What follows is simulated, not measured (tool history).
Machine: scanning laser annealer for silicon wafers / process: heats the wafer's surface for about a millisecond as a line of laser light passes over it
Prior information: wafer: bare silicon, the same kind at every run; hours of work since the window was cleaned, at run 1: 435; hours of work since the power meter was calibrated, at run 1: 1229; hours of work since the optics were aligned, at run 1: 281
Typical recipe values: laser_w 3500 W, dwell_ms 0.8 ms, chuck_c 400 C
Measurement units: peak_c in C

run    hour  laser_w  dwell_ms  chuck_c  hours of work since the window was cleaned  hours of work since the power meter was calibrated  hours of work since the optics were aligned  peak_c
  1       0     3500       0.8      400                                         435                                                1229                                          281    1206
  2    51.4     3500       0.8      367                                         470                                                1264                                          317    1167
       91.5  -- window over the wafer cleaned
  3    91.8     3500       0.8      367                                           0                                                1290                                          343    1190
  4   142.2     3500       0.8      367                                          35                                                1324                                          377    1190
  5   206.3     3588       0.8      367                                          78                                                1368                                          421    1209
  6   249.8     3500       0.8      400                                         108                                                1398                                          450    1219
  7   289.4     3147       0.8      400                                         135                                                1425                                          477    1137
  8   348.3     3147       0.8      400                                         175                                                1465                                          518    1129
  9   377.9     3147       0.8      400                                         195                                                1485                                          538    1128
 10   425.5     3147     0.627      400                                         228                                                1518                                          570    1046
 11   475.3     3500     0.996      400                                         262                                                1552                                          604    1304
 12     527     3500       0.8      400                                         297                                                1587                                          639    1211
 13   562.3     3500     0.648      400                                         321                                                1611                                          663    1124
 14   600.8     3500       0.8      400                                         347                                                1637                                          690    1205
 15   639.2     3514       0.8      400                                         373                                                1663                                          716    1205
 16   667.1     3514       0.8      400                                         392                                                1682                                          735    1203
 17   729.1     3514       0.8      400                                         435                                                1725                                          777    1202
 18   755.3     3514       0.8      400                                         453                                                1742                                          795    1201
 19   800.1     3500      0.95      400                                         483                                                1773                                          826    1268
      820.9  -- window over the wafer cleaned
 20   864.5     3500      0.95      400                                          30                                                1816                                          868    1291
 21   916.2     3500      0.95      400                                          65                                                1851                                          903    1289
 22   959.5     3105     0.777      432                                          95                                                1880                                          933    1143
 23  1023.6     3105     0.777      432                                         138                                                1924                                          977    1142
 24  1082.7     3721     0.777      432                                         179                                                1964                                         1017    1282
 25  1118.3     3820     0.829      434                                         203                                                1989                                         1041    1337
 26  1159.4     3440     0.858      433                                         231                                                2017                                         1069    1258
 27  1192.5     3440     0.858      433                                         253                                                2039                                         1092    1254
 28  1233.7     3560     0.858      390                                         281                                                2067                                         1120    1234
     1241.9  -- optics aligned, line set to its width
 29  1272.7     3415       0.8      400                                         305                                                2090                                           21    1183
 30  1313.4     3500     0.848      393                                         332                                                2118                                           49    1217
 31  1377.6     3500     0.898      400                                         376                                                2162                                           92    1242
 32  1424.4     3262       0.8      400                                         408                                                2194                                          124    1141
 33  1465.7     3116     0.664      369                                         436                                                2222                                          153    1013
 34  1529.6     3500       0.8      419                                         480                                                2266                                          196    1215
     1556.2  -- window over the wafer cleaned
     1584.9  -- optics aligned, line set to its width, once more
 35  1591.5     3500       0.8      419                                          21                                                2303                                            5    1242
 36  1644.7     3500     0.617      406                                          57                                                2339                                           41    1129
 37  1695.8     2978     0.901      377                                          92                                                2374                                           76    1114
 38  1740.1     3767     0.907      402                                         122                                                2404                                          106    1337
 39  1780.6     3500     0.911      431                                         150                                                2432                                          133    1300
 40  1834.2     3491     0.635      392                                         186                                                2468                                          170    1117
 41  1875.2     3618     0.897      439                                         214                                                2496                                          198    1324

Below are 3 alternative next runs, each starting from the tool's condition after run 41. Predict each:
  A  1926.5     3500     0.619      400                                         249                                                2531                                          233       ?
  B  1926.5     3188     0.897      439                                         249                                                2531                                          233       ?
  C  1926.5     3641     0.738      400                                         249                                                2531                                          233       ?

run  peak_c
  A    1114
  B    1215
  C    1209
Without the tool's hidden state the same runs would have given:
run  peak_c
  A    1137
  B    1240
  C    1235
